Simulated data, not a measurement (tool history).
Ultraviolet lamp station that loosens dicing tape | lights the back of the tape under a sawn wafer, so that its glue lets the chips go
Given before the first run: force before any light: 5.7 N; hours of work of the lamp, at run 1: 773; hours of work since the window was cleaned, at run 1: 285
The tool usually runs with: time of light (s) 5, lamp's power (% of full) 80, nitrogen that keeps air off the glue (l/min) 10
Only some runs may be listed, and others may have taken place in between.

run	hour	time of light (s)	lamp's power (% of full)	nitrogen that keeps air off the glue (l/min)	hours of work of the lamp	hours of work since the window was cleaned	force that peels the tape off (N)	light that reached the tape (mJ/cm²)
1	0.0	5	80	10	773	285	0.605	313
2	31.0	5	80	10	787	299	0.614	312
3	60.6	5	80	10	801	313	0.635	316
4	94.9	5	80	6	817	329	0.875	303
# hour 122.8: window cleaned of glue's vapour
5	124.3	5	80	6	831	1	0.759	352
6	147.3	5	80	7	842	12	0.650	348
7	197.0	5	80	7	865	35	0.671	337
8	225.0	5	80	7	878	48	0.726	340
9	276.4	5	80	7	902	72	0.720	333
10	301.7	5	80	10	914	84	0.572	331
11	333.7	5	80	10	929	99	0.571	325
12	366.3	5	80	10	945	115	0.609	322
# hour 382.0: lamp changed
13	389.4	5	80	7	3	125	0.470	416
14	431.3	3	80	7	23	145	1.159	246
15	474.2	3	80	7	43	165	1.170	241
16	523.2	5	95	10	66	188	0.316	478
17	560.9	5	95	10	84	206	0.312	474
18	600.5	5	95	10	103	224	0.334	464
19	629.3	5	80	10	116	238	0.416	391
20	655.7	7	80	10	129	250	0.269	540
21	701.1	7	80	10	150	272	0.280	528
22	729.9	7	80	10	164	285	0.284	530
23	764.0	7	80	7	180	301	0.327	522
24	803.4	4	80	4	198	320	1.195	296
25	847.1	9	69	6	219	340	0.325	565
# hour 851.8: window cleaned of glue's vapour
26	874.7	9	63	11	232	11	0.236	583
27	899.3	9	63	3	243	22	0.508	575
28	939.5	9	63	3	262	41	0.504	573
29	976.4	5	88	9	279	59	0.388	436
30	1014.3	5	88	9	297	76	0.384	435
31	1065.4	5	81	19	321	100	0.304	396
32	1092.7	5	63	5	334	113	0.991	299
33	1127.1	5	99	10	350	130	0.311	474
34	1158.3	3	99	10	365	144	0.777	281
35	1209.0	3	91	3	389	168	1.662	250
36	1242.8	10	97	10	405	184	0.209	898
37	1286.2	5	62	3	425	204	1.520	281
38	1333.7	5	80	5	447	227	0.773	357
39	1369.4	5	80	7	464	243	0.639	351
40	1405.6	5	80	9	481	260	0.555	348
41	1457.7	5	64	10	506	285	0.801	275
42	1502.2	6	88	7	527	306	0.443	449
43	1534.8	2	68	10	542	321	2.423	115

Alternative continuations, all from the tool just after run 43; predict every row:
A	1563.5	4	62	4	556	335	?	?
B	1563.5	4	66	5	556	335	?	?
C	1563.5	5	90	10	556	335	?	?

run	force that peels the tape off (N)	light that reached the tape (mJ/cm²)
A	1.887	207
B	1.621	216
C	0.472	369
Had the tool no hidden state, the same runs would have come out as:
run	force that peels the tape off (N)	light that reached the tape (mJ/cm²)
A	1.352	275
B	1.111	288
C	0.306	491
